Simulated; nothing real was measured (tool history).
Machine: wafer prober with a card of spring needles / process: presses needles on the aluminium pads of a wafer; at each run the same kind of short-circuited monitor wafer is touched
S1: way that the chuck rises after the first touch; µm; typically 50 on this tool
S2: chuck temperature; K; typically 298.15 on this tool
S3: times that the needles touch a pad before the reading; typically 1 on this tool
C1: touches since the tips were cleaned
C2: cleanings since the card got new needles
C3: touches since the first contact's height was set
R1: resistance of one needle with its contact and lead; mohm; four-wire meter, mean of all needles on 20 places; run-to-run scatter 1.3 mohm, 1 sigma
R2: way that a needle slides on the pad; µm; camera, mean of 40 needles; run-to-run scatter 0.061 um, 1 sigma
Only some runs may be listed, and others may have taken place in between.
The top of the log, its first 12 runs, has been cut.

run,hour,S1,S2,S3,C1,C2,C3,R1,R2
# hour 191.3: tips cleaned on abrasive film
13,199.0,30,335.15,2,1974,21,202484,134,6.96
# hour 206.5: gauge calibrated
14,216.6,50,298.15,1,6516,21,207026,112,11.33
# hour 226.4: tips cleaned on abrasive film
15,232.3,50,298.15,1,1509,22,211014,112,11.28
16,241.1,50,298.15,1,3775,22,213280,113,11.28
17,259.5,50,298.15,1,8517,22,218022,115,11.31
# hour 261.3: tips cleaned on abrasive film
18,274.4,50,298.15,1,3376,23,221838,113,11.28
# hour 284.0: height of the first contact set anew
19,284.0,50,323.15,1,5770,23,0,116,11.42
# hour 297.5: tips cleaned on abrasive film
20,297.5,62,312.15,1,0,24,3444,112,14.15
21,311.8,62,312.15,1,3675,24,7119,112,14.25
22,329.2,62,312.15,1,8161,24,11605,114,14.06
# hour 333.9: tips cleaned on abrasive film
23,350.4,66,301.15,2,4267,25,17038,107,15.30
# hour 368.9: tips cleaned on abrasive film
24,369.5,66,301.15,2,166,26,21915,109,15.25
25,383.7,66,301.15,2,3818,26,25567,109,15.22
26,392.7,50,357.15,2,6136,26,27885,123,11.53
# hour 403.8: tips cleaned on abrasive film
27,411.6,50,298.15,2,2007,27,32729,112,11.56
28,423.9,56,325.15,1,5169,27,35891,115,12.99
# hour 439.1: tips cleaned on abrasive film
29,441.1,56,325.15,2,523,28,40283,114,12.93
30,456.1,50,309.15,1,4376,28,44136,115,11.68
31,471.6,50,309.15,1,8378,28,48138,116,11.67
# hour 475.2: tips cleaned on abrasive film
32,489.1,49,364.15,2,3577,29,52606,126,11.41
33,504.6,66,298.15,2,7564,29,56593,108,15.34
# hour 510.5: tips cleaned on abrasive film
34,518.3,63,302.15,3,2011,30,60101,107,14.88
35,532.8,50,304.15,1,5738,30,63828,113,11.77

Predict each of these 3 candidate next runs independently; none follows another, all start after run 35:
# hour 545.7: tips cleaned on abrasive film
A,553.6,52,304.15,1,2046,31,69159,?,?
# hour 545.7: tips cleaned on abrasive film
B,553.6,31,298.15,1,2046,31,69159,?,?
# hour 545.7: tips cleaned on abrasive film
C,553.6,35,300.15,1,2046,31,69159,?,?

run,R1,R2
A,112,12.37
B,128,7.21
C,122,8.26
Without the tool's hidden state the same runs would have given:
run,R1,R2
A,112,11.81
B,128,6.88
C,122,7.88
